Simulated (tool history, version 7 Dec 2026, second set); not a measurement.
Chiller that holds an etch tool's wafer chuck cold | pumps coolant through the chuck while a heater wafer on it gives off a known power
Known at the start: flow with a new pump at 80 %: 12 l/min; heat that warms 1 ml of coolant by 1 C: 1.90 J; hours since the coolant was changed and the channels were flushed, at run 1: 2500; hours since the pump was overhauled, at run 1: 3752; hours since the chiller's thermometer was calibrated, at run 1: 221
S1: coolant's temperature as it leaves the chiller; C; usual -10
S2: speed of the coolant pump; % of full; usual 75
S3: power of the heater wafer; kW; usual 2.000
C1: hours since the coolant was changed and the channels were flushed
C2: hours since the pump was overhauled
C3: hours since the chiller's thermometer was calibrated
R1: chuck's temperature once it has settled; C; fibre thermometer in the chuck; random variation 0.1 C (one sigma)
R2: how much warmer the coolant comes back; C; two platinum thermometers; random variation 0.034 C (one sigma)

run,day,S1,S2,S3,C1,C2,C3,R1,R2
1,0.000,-10,75,2.000,2500,3752,221,5.6,5.59
2,6.200,-11,75,2.000,2649,3901,370,4.6,5.64
3,9.671,-10,75,2.341,2732,3984,453,8.3,6.63
4,15.833,-10,75,2.000,2880,4132,601,5.7,5.58
5,19.833,-10,75,2.000,2976,4228,697,5.5,5.64
6,22.921,-10,75,2.000,3050,4302,771,5.6,5.67
# day 23.617: coolant changed, channels flushed
7,29.200,-10,75,2.000,134,4447,915,5.6,5.68
8,34.746,-10,75,2.000,267,4580,1049,5.6,5.68
9,38.679,-12,75,2.000,362,4675,1143,3.6,5.67
# day 45.392: coolant pump overhauled
10,45.392,-12,75,2.000,518,0,1299,3.8,5.70
11,51.054,-12,75,2.000,653,136,1435,3.7,5.72
12,57.488,-18,75,2.000,808,290,1589,-2.5,5.70
13,62.492,-18,75,2.000,928,410,1710,-2.4,5.74
14,65.575,-18,75,2.000,1002,484,1784,-2.4,5.74
15,69.475,-18,87,2.000,1096,578,1877,-4.2,4.95
16,74.625,-10,75,1.003,1219,702,2001,-2.0,2.94
# day 78.725: chiller's thermometer calibrated
17,81.221,-10,60,1.003,1377,859,60,-0.5,3.67
18,88.375,-6,75,2.000,1548,1031,232,9.5,5.80
19,93.433,-10,75,2.045,1670,1152,353,6.0,5.97
20,99.533,-10,75,2.045,1816,1298,499,6.0,5.97
21,103.654,-10,75,2.045,1915,1397,598,6.0,5.98
22,108.188,-12,61,2.234,2024,1506,707,8.5,7.96
23,115.321,-2,92,2.000,2195,1677,878,11.2,4.84
24,119.150,-2,66,2.000,2287,1769,970,15.4,6.62
25,123.000,-5,88,2.229,2379,1862,1063,10.3,5.62
26,129.321,-4,75,2.854,2531,2013,1214,18.3,8.33
27,136.017,-4,75,2.854,2692,2174,1375,18.3,8.27
28,142.838,-4,75,2.854,2855,2338,1539,18.3,8.30
29,146.846,-6,77,1.092,2951,2434,1635,2.3,3.27
30,150.521,-4,72,1.727,3040,2522,1723,9.9,5.35
# day 151.888: coolant changed, channels flushed
31,157.267,-4,72,1.727,129,2678,1879,9.9,5.39

Some steps in R2 between neighbouring runs. How much of each would the tool show without its hidden state too (settings, what came in, random variation), and how much is left for the hidden state, with any gauge scatter that isn't in both results?
The hidden state here: heat passed by the chuck's channels, % of clean ones'; flow at a given pump speed, % of a new pump's; coolant's true temperature over the reading, C; drift of the gauge itself on chuck_c, C; drift of the gauge itself on warmer_back_c, C.
Run 3 -> 4: S3 2.341 -> 2.000. R2 -1.05 C: hidden state +0.02, all else -1.07.
Run 11 -> 12: S1 -12 -> -18. R2 -0.02 C: hidden state +0.02, all else -0.04.
Run 15 -> 16: S1 -18 -> -10, S2 87 -> 75, S3 2.000 -> 1.003. R2 -2.01 C: hidden state +0.02, all else -2.03.
Run 22 -> 23: S1 -12 -> -2, S2 61 -> 92, S3 2.234 -> 2.000. R2 -3.12 C: hidden state +0.01, all else -3.13.
Run 25 -> 26: S1 -5 -> -4, S2 88 -> 75, S3 2.229 -> 2.854. R2 +2.71 C: hidden state +0.01, all else +2.70.
Run 28 -> 29: S1 -4 -> -6, S2 75 -> 77, S3 2.854 -> 1.092. R2 -5.03 C: hidden state +0.01, all else -5.04.
